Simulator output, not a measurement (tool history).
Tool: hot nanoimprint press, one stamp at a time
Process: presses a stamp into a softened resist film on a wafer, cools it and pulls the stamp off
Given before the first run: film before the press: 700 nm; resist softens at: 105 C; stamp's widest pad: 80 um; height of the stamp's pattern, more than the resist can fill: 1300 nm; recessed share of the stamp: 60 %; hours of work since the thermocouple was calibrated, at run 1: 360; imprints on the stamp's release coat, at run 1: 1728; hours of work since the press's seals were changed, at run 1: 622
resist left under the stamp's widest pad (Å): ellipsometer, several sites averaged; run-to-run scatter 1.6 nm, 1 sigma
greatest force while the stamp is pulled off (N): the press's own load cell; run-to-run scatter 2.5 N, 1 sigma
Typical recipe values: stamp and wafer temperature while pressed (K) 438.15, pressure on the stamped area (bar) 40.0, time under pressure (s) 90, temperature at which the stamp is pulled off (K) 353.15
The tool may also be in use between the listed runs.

run     day  stamp and wafer temperature while pressed (K)  pressure on the stamped area (bar)  time under pressure (s)  temperature at which the stamp is pulled off (K)  hours of work since the thermocouple was calibrated  imprints on the stamp's release coat  hours of work since the press's seals were changed  resist left under the stamp's widest pad (Å)  greatest force while the stamp is pulled off (N)
  1   0.000                                         438.15                                40.0                       90                                            353.15                                                  360                                  1728                                                 622                                          2430                                               166
  2   1.162                                         438.15                                40.0                       90                                            353.15                                                  375                                  1836                                                 637                                          2417                                               168
  3   1.854                                         438.15                                31.9                       90                                            353.15                                                  384                                  1900                                                 646                                          2753                                               168
  4   2.812                                         438.15                                58.6                       90                                            353.15                                                  396                                  1990                                                 659                                          1977                                               170
  5   3.475                                         438.15                                58.6                       90                                            353.15                                                  405                                  2051                                                 667                                          1978                                               176
  6   4.421                                         438.15                                58.6                       90                                            353.15                                                  417                                  2139                                                 680                                          1967                                               173
      5.329  -- plate thermocouple calibrated
  7   5.333                                         438.15                                58.6                       90                                            353.15                                                    0                                  2212                                                 690                                          2128                                               184
  8   6.125                                         438.15                                58.6                       90                                            353.15                                                   10                                  2285                                                 700                                          2122                                               190
  9   7.292                                         438.15                                58.6                       90                                            353.15                                                   26                                  2394                                                 716                                          2123                                               189
 10   7.879                                         447.15                                28.2                       90                                            353.15                                                   33                                  2448                                                 723                                          1960                                               190
      8.400  -- stamp cleaned and given a new release coat
 11   8.862                                         447.15                                28.2                       90                                            353.15                                                   43                                    43                                                 733                                          1949                                               113
 12   9.504                                         443.15                                42.4                       50                                            341.15                                                   51                                   103                                                 741                                          2381                                               155
 13  10.150                                         443.15                                42.4                       50                                            341.15                                                   60                                   163                                                 750                                          2341                                               160
 14  10.938                                         443.15                                42.4                       50                                            341.15                                                   70                                   236                                                 760                                          2369                                               160

For run 15, what comes out?
 15  12.021                                         449.15                                42.4                       72                                            341.15                                                   84                                   336                                                 774                                             ?                                                 ?

{"run 15": {"resist left under the stamp's widest pad (Å)": 1503, "greatest force while the stamp is pulled off (N)": 163}}
On a tool with no hidden condition, and with the same random variation, this run would have come out at resist left under the stamp's widest pad (Å) 1453, greatest force while the stamp is pulled off (N) 150.

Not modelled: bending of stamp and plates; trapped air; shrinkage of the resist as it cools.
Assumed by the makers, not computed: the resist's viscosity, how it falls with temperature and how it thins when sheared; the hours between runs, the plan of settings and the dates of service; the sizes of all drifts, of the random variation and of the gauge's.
